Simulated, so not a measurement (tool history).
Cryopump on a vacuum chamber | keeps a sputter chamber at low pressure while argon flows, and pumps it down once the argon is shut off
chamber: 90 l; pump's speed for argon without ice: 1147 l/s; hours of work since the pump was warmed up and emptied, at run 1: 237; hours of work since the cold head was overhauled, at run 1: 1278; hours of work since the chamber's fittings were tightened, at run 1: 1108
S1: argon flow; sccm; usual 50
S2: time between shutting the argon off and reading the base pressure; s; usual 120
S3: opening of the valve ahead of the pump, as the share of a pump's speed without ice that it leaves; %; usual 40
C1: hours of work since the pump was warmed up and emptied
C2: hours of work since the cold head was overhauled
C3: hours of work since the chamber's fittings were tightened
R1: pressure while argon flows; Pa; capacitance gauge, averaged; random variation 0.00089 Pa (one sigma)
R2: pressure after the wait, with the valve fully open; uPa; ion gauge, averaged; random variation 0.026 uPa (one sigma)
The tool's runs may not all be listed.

run,day,S1,S2,S3,C1,C2,C3,R1,R2
1,0,50,120,40,237,1278,1108,0.1947,1.57
2,2.296,50,120,40,270,1311,1140,0.1983,1.53
3,4.117,50,30,40,296,1337,1166,0.1996,4.23
4,5.996,50,30,40,323,1364,1193,0.1999,4.26
5,8.238,35,30,40,355,1396,1225,0.1412,4.33
6,10.383,35,30,40,385,1427,1256,0.1408,4.37
7,11.742,35,30,40,405,1446,1276,0.1425,4.37
8,14.167,99,40,55,439,1481,1310,0.3078,3.38
9,15.404,66,39,19,457,1498,1328,0.5435,3.54

Forecast run 10:
10,16.671,66,39,19,475,1516,1346,?,?

R1: 0.5462 Pa
R2: 3.5 uPa
Without the tool's hidden state the same run would have given R1 0.5138 Pa, R2 2.9 uPa.
